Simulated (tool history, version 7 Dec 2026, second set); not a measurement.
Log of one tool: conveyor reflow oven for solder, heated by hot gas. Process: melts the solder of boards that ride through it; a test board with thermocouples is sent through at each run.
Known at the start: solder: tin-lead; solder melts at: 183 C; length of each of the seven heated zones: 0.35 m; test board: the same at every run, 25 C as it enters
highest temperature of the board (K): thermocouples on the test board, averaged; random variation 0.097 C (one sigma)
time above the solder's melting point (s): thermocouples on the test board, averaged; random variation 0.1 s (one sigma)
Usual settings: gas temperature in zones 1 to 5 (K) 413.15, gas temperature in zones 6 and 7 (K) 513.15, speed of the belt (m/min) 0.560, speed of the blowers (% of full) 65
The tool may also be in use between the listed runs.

run,hour,gas temperature in zones 1 to 5 (K),gas temperature in zones 6 and 7 (K),speed of the belt (m/min),speed of the blowers (% of full),highest temperature of the board (K),time above the solder's melting point (s)
1,0.0,413.15,513.15,0.560,65,489.73,55.1
# hour 16.3: flux residue cleaned out of gas plates and filters
2,18.8,413.15,513.15,0.560,76,494.72,59.3
3,38.0,413.15,513.15,0.560,76,494.75,59.4
4,60.1,413.15,513.15,0.560,76,494.52,59.5
5,89.0,413.15,513.15,0.494,65,495.57,68.5
6,107.3,413.15,513.15,0.613,65,487.75,48.5
7,126.4,413.15,513.15,0.613,65,487.81,48.4
8,155.9,413.15,513.15,0.560,65,491.28,56.3
9,184.1,413.15,513.15,0.560,65,491.18,56.2
10,199.8,413.15,513.15,0.560,65,491.09,56.4
11,215.1,413.15,513.15,0.560,65,491.10,56.5
12,232.4,413.15,513.15,0.560,65,491.12,56.4
13,246.2,413.15,513.15,0.560,65,491.03,56.4
14,259.2,413.15,513.15,0.560,65,491.03,56.1
15,282.5,413.15,513.15,0.477,84,500.82,75.2
16,311.3,413.15,513.15,0.477,84,500.82,75.0
17,338.8,408.15,528.15,0.586,68,500.89,58.8
18,369.7,408.15,528.15,0.586,68,500.66,58.7
19,399.4,408.15,528.15,0.586,68,500.61,58.6
20,426.9,413.15,517.15,0.514,65,497.17,66.4
21,447.7,413.15,517.15,0.514,65,497.15,66.4

Forecast each of these 3 alternatives for the next run:
A,466.2,418.15,517.15,0.514,70,?,?
B,466.2,413.15,501.15,0.560,65,?,?
C,466.2,413.15,513.15,0.521,65,?,?

run,highest temperature of the board (K),time above the solder's melting point (s)
A,499.32,70.1
B,480.80,46.9
C,493.18,62.6
Without the tool's hidden state the same runs would have given:
run,highest temperature of the board (K),time above the solder's melting point (s)
A,499.94,70.4
B,481.44,47.9
C,493.84,63.2
